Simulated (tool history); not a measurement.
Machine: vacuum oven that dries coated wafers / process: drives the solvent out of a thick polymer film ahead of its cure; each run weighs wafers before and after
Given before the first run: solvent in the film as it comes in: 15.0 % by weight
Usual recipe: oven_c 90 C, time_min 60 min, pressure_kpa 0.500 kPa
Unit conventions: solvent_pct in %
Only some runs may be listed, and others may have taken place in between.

run   hour  oven_c  time_min  pressure_kpa  solvent_pct
  1    0.0      90        60         0.500         2.18
  2   18.7      90        60         0.500         2.21
  3   39.0      90        60         0.500         2.18
  4   56.6      90        60         0.500         2.20
  5   80.9     102        60         0.500         0.80
  6  106.4     102        60         0.500         0.83
  7  131.3      90        60         0.500         2.24
  8  150.8      90        60         0.500         2.27
  9  161.5      90        60         0.500         2.14
 10  179.3      90        60         0.500         2.21
 11  202.3      91        60         0.500         2.05
 12  215.7      78        43         0.887         6.00
 13  227.6      82        60         0.500         3.56
 14  247.7      82        60         0.500         3.53
 15  260.1      84        42         0.790         4.83
 16  277.4      84        42         0.790         4.82
 17  300.2      98        96         0.789         0.52

Run 18, settings as shown, results not yet in. Your forecast:
 18  314.8      98        96         0.789            ?

Run 18 produced solvent_pct 0.51 %.
Without the tool's hidden state the same run would have given solvent_pct 0.46 %.

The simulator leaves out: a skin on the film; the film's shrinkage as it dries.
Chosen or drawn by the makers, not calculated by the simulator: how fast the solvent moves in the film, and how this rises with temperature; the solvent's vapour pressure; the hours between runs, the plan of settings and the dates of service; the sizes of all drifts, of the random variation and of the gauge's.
